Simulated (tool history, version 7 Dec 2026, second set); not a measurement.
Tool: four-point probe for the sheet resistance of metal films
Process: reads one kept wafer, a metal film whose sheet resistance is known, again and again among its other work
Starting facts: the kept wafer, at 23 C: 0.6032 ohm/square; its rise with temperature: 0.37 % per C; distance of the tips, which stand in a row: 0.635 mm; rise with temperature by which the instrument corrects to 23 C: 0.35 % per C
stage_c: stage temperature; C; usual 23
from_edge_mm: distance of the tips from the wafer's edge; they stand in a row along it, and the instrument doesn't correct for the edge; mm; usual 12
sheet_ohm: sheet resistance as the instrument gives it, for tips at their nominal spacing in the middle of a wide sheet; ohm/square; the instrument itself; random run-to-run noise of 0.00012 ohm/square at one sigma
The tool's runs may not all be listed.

run 1 day=0 | stage_c=23 from_edge_mm=12 | sheet_ohm=0.609531
run 2 day=1.4 | stage_c=23 from_edge_mm=12 | sheet_ohm=0.609627
run 3 day=2.646 | stage_c=21 from_edge_mm=12 | sheet_ohm=0.609367
run 4 day=3.838 | stage_c=21 from_edge_mm=12 | sheet_ohm=0.609401
run 5 day=5.229 | stage_c=23 from_edge_mm=12 | sheet_ohm=0.60978
run 6 day=6.483 | stage_c=23 from_edge_mm=12 | sheet_ohm=0.610085
run 7 day=8.192 | stage_c=28 from_edge_mm=12 | sheet_ohm=0.610614
run 8 day=9.621 | stage_c=28 from_edge_mm=12 | sheet_ohm=0.610704
run 9 day=10.671 | stage_c=23 from_edge_mm=12 | sheet_ohm=0.609859
run 10 day=11.579 | stage_c=23 from_edge_mm=12 | sheet_ohm=0.610418
-- day=11.996 stage's thermometer calibrated
run 11 day=12.979 | stage_c=28 from_edge_mm=12 | sheet_ohm=0.611183
run 12 day=13.854 | stage_c=28 from_edge_mm=12 | sheet_ohm=0.611233
run 13 day=14.825 | stage_c=23 from_edge_mm=12 | sheet_ohm=0.610507
run 14 day=15.654 | stage_c=23 from_edge_mm=12 | sheet_ohm=0.610715
run 15 day=17.196 | stage_c=23 from_edge_mm=12 | sheet_ohm=0.610452
run 16 day=18.175 | stage_c=23 from_edge_mm=19 | sheet_ohm=0.610333
run 17 day=19.917 | stage_c=23 from_edge_mm=6 | sheet_ohm=0.613596
run 18 day=21.038 | stage_c=23 from_edge_mm=6 | sheet_ohm=0.613694
-- day=21.746 stage's thermometer calibrated, once more
run 19 day=22.354 | stage_c=33 from_edge_mm=12 | sheet_ohm=0.610708
run 20 day=23.229 | stage_c=26 from_edge_mm=12 | sheet_ohm=0.6098
run 21 day=24.758 | stage_c=26 from_edge_mm=12 | sheet_ohm=0.609975
run 22 day=26.383 | stage_c=26 from_edge_mm=12 | sheet_ohm=0.610027
run 23 day=27.442 | stage_c=26 from_edge_mm=12 | sheet_ohm=0.610006
run 24 day=28.654 | stage_c=26 from_edge_mm=6 | sheet_ohm=0.612842
run 25 day=30.458 | stage_c=26 from_edge_mm=6 | sheet_ohm=0.612902
run 26 day=31.921 | stage_c=26 from_edge_mm=6 | sheet_ohm=0.613124
run 27 day=33.771 | stage_c=23 from_edge_mm=30 | sheet_ohm=0.608884
run 28 day=34.642 | stage_c=20 from_edge_mm=5 | sheet_ohm=0.613856
run 29 day=35.704 | stage_c=31 from_edge_mm=12 | sheet_ohm=0.611182
run 30 day=36.942 | stage_c=21 from_edge_mm=12 | sheet_ohm=0.609776
run 31 day=38.217 | stage_c=21 from_edge_mm=7 | sheet_ohm=0.611592
run 32 day=39.333 | stage_c=20 from_edge_mm=5 | sheet_ohm=0.614009
run 33 day=41.017 | stage_c=20 from_edge_mm=5 | sheet_ohm=0.614187
run 34 day=42.612 | stage_c=31 from_edge_mm=22 | sheet_ohm=0.610733
run 35 day=44.192 | stage_c=31 from_edge_mm=22 | sheet_ohm=0.610727
run 36 day=45.338 | stage_c=28 from_edge_mm=39 | sheet_ohm=0.610434
run 37 day=46.35 | stage_c=26 from_edge_mm=3 | sheet_ohm=0.624438
run 38 day=47.658 | stage_c=26 from_edge_mm=44 | sheet_ohm=0.60998
-- day=47.854 new probe head fitted
run 39 day=49.246 | stage_c=21 from_edge_mm=33 | sheet_ohm=0.605828
run 40 day=50.229 | stage_c=32 from_edge_mm=10 | sheet_ohm=0.608511
run 41 day=50.983 | stage_c=25 from_edge_mm=17 | sheet_ohm=0.606442
run 42 day=52.196 | stage_c=26 from_edge_mm=9 | sheet_ohm=0.608097
run 43 day=53.104 | stage_c=31 from_edge_mm=71 | sheet_ohm=0.607048
run 44 day=54.958 | stage_c=31 from_edge_mm=71 | sheet_ohm=0.607273
run 45 day=55.754 | stage_c=31 from_edge_mm=71 | sheet_ohm=0.607291

Each row is a separate what-if for the run after 45, all from the same tool condition, not one after another. Results?
run A day=57.312 | stage_c=29 from_edge_mm=71 | sheet_ohm=?
run B day=57.312 | stage_c=31 from_edge_mm=37 | sheet_ohm=?
run C day=57.312 | stage_c=35 from_edge_mm=3 | sheet_ohm=?

run=A sheet_ohm=0.607164
run=B sheet_ohm=0.607251
run=C sheet_ohm=0.622179
The same runs, with their run-to-run variation unchanged, on a tool lacking any hidden condition would have given:
run=A sheet_ohm=0.604158
run=B sheet_ohm=0.604248
run=C sheet_ohm=0.619114

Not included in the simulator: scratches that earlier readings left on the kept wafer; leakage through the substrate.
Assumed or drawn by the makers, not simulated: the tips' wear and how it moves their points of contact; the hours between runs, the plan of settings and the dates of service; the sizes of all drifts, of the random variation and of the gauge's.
